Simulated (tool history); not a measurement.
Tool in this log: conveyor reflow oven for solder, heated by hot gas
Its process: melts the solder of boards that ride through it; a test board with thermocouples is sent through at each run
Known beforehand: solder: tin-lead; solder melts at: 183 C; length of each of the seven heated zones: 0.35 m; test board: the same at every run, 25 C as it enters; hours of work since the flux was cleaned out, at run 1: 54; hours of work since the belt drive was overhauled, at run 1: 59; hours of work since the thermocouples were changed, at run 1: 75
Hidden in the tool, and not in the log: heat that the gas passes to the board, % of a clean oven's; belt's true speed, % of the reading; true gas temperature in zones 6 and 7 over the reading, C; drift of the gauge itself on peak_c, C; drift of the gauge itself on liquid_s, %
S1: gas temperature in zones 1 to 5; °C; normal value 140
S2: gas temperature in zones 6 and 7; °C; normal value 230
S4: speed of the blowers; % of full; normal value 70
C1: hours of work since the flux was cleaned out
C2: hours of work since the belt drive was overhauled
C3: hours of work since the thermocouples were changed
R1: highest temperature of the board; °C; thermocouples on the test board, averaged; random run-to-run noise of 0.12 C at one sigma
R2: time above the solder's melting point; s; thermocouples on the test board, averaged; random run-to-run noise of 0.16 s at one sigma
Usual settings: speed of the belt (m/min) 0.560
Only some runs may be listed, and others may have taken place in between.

{"run": 1, "hour": 0.0, "S1": 140, "S2": 230, "speed of the belt (m/min)": 0.56, "S4": 70, "C1": 54, "C2": 59, "C3": 75, "R1": 211.6, "R2": 51.7}
{"run": 2, "hour": 7.7, "S1": 140, "S2": 230, "speed of the belt (m/min)": 0.56, "S4": 70, "C1": 57, "C2": 63, "C3": 79, "R1": 211.7, "R2": 51.8}
{"run": 3, "hour": 20.3, "S1": 140, "S2": 230, "speed of the belt (m/min)": 0.56, "S4": 70, "C1": 63, "C2": 68, "C3": 84, "R1": 211.9, "R2": 51.7}
{"run": 4, "hour": 30.8, "S1": 140, "S2": 230, "speed of the belt (m/min)": 0.56, "S4": 70, "C1": 67, "C2": 73, "C3": 89, "R1": 211.8, "R2": 51.8}
{"run": 5, "hour": 40.1, "S1": 140, "S2": 230, "speed of the belt (m/min)": 0.56, "S4": 70, "C1": 71, "C2": 77, "C3": 93, "R1": 211.6, "R2": 51.6}
{"run": 6, "hour": 48.1, "S1": 140, "S2": 230, "speed of the belt (m/min)": 0.56, "S4": 62, "C1": 75, "C2": 80, "C3": 96, "R1": 209.7, "R2": 49.4}
{"run": 7, "hour": 55.1, "S1": 140, "S2": 230, "speed of the belt (m/min)": 0.56, "S4": 70, "C1": 78, "C2": 83, "C3": 99, "R1": 211.3, "R2": 51.4}
{"run": 8, "hour": 63.5, "S1": 140, "S2": 230, "speed of the belt (m/min)": 0.56, "S4": 70, "C1": 81, "C2": 87, "C3": 103, "R1": 211.4, "R2": 51.6}
{"run": 9, "hour": 70.6, "S1": 140, "S2": 230, "speed of the belt (m/min)": 0.56, "S4": 70, "C1": 84, "C2": 90, "C3": 106, "R1": 211.5, "R2": 51.4}
{"run": 10, "hour": 77.2, "S1": 140, "S2": 230, "speed of the belt (m/min)": 0.56, "S4": 70, "C1": 87, "C2": 93, "C3": 109, "R1": 211.5, "R2": 51.4}
{"run": 11, "hour": 86.3, "S1": 140, "S2": 230, "speed of the belt (m/min)": 0.56, "S4": 70, "C1": 91, "C2": 97, "C3": 113, "R1": 211.7, "R2": 51.5}
{"run": 12, "hour": 92.2, "S1": 140, "S2": 230, "speed of the belt (m/min)": 0.56, "S4": 63, "C1": 94, "C2": 99, "C3": 115, "R1": 210.0, "R2": 49.4}
{"run": 13, "hour": 99.9, "S1": 140, "S2": 230, "speed of the belt (m/min)": 0.598, "S4": 70, "C1": 97, "C2": 102, "C3": 119, "R1": 209.3, "R2": 45.7}
{"run": 14, "hour": 107.0, "S1": 140, "S2": 230, "speed of the belt (m/min)": 0.598, "S4": 70, "C1": 100, "C2": 106, "C3": 122, "R1": 209.0, "R2": 45.5}
{"hour": 112.8, "done": "flux residue cleaned out of gas plates and filters"}
{"run": 15, "hour": 122.7, "S1": 140, "S2": 230, "speed of the belt (m/min)": 0.598, "S4": 70, "C1": 4, "C2": 110, "C3": 126, "R1": 208.3, "R2": 44.6}
{"run": 16, "hour": 135.8, "S1": 140, "S2": 239, "speed of the belt (m/min)": 0.487, "S4": 71, "C1": 10, "C2": 116, "C3": 132, "R1": 223.1, "R2": 70.3}
{"run": 17, "hour": 145.0, "S1": 128, "S2": 220, "speed of the belt (m/min)": 0.62, "S4": 77, "C1": 14, "C2": 120, "C3": 136, "R1": 197.5, "R2": 27.2}
{"run": 18, "hour": 158.6, "S1": 128, "S2": 220, "speed of the belt (m/min)": 0.62, "S4": 77, "C1": 20, "C2": 126, "C3": 142, "R1": 197.5, "R2": 27.3}
{"run": 19, "hour": 171.1, "S1": 128, "S2": 220, "speed of the belt (m/min)": 0.62, "S4": 83, "C1": 25, "C2": 131, "C3": 147, "R1": 198.3, "R2": 29.1}
{"hour": 184.2, "done": "flux residue cleaned out of gas plates and filters, once more"}
{"run": 20, "hour": 186.0, "S1": 128, "S2": 220, "speed of the belt (m/min)": 0.62, "S4": 83, "C1": 1, "C2": 135, "C3": 151, "R1": 201.2, "R2": 33.1}
{"run": 21, "hour": 193.3, "S1": 142, "S2": 220, "speed of the belt (m/min)": 0.62, "S4": 83, "C1": 4, "C2": 138, "C3": 154, "R1": 204.0, "R2": 40.8}
{"run": 22, "hour": 203.7, "S1": 138, "S2": 242, "speed of the belt (m/min)": 0.62, "S4": 56, "C1": 8, "C2": 143, "C3": 159, "R1": 214.6, "R2": 47.1}
{"run": 23, "hour": 210.2, "S1": 140, "S2": 230, "speed of the belt (m/min)": 0.56, "S4": 86, "C1": 11, "C2": 146, "C3": 162, "R1": 215.7, "R2": 56.0}
{"run": 24, "hour": 217.8, "S1": 139, "S2": 228, "speed of the belt (m/min)": 0.646, "S4": 70, "C1": 14, "C2": 149, "C3": 165, "R1": 206.0, "R2": 38.9}
{"run": 25, "hour": 224.6, "S1": 148, "S2": 231, "speed of the belt (m/min)": 0.603, "S4": 78, "C1": 17, "C2": 152, "C3": 168, "R1": 214.3, "R2": 53.3}
{"run": 26, "hour": 234.9, "S1": 128, "S2": 239, "speed of the belt (m/min)": 0.48, "S4": 53, "C1": 22, "C2": 156, "C3": 172, "R1": 219.4, "R2": 63.1}
{"run": 27, "hour": 243.1, "S1": 140, "S2": 230, "speed of the belt (m/min)": 0.56, "S4": 51, "C1": 25, "C2": 160, "C3": 176, "R1": 207.8, "R2": 47.0}
{"run": 28, "hour": 248.9, "S1": 140, "S2": 230, "speed of the belt (m/min)": 0.56, "S4": 51, "C1": 28, "C2": 162, "C3": 178, "R1": 207.9, "R2": 46.8}
{"run": 29, "hour": 255.2, "S1": 140, "S2": 238, "speed of the belt (m/min)": 0.645, "S4": 51, "C1": 31, "C2": 165, "C3": 181, "R1": 208.2, "R2": 40.0}
{"run": 30, "hour": 266.9, "S1": 140, "S2": 238, "speed of the belt (m/min)": 0.645, "S4": 51, "C1": 36, "C2": 170, "C3": 186, "R1": 208.0, "R2": 39.8}

Predict each of these 4 candidate next runs independently; none follows another, all start after run 30:
{"run": "A", "hour": 276.3, "S1": 140, "S2": 243, "speed of the belt (m/min)": 0.659, "S4": 70, "C1": 40, "C2": 174, "C3": 190, "R1": "?", "R2": "?"}
{"run": "B", "hour": 276.3, "S1": 132, "S2": 218, "speed of the belt (m/min)": 0.515, "S4": 51, "C1": 40, "C2": 174, "C3": 190, "R1": "?", "R2": "?"}
{"run": "C", "hour": 276.3, "S1": 127, "S2": 230, "speed of the belt (m/min)": 0.597, "S4": 61, "C1": 40, "C2": 174, "C3": 190, "R1": "?", "R2": "?"}
{"run": "D", "hour": 276.3, "S1": 140, "S2": 238, "speed of the belt (m/min)": 0.641, "S4": 51, "C1": 40, "C2": 174, "C3": 190, "R1": "?", "R2": "?"}

run=A R1=217.4 R2=47.2
run=B R1=198.9 R2=37.5
run=C R1=205.1 R2=37.4
run=D R1=208.3 R2=40.4
Without the tool's unlogged condition, the same runs would have read:
run=A R1=217.4 R2=47.0
run=B R1=198.7 R2=37.1
run=C R1=205.0 R2=37.3
run=D R1=208.2 R2=40.2
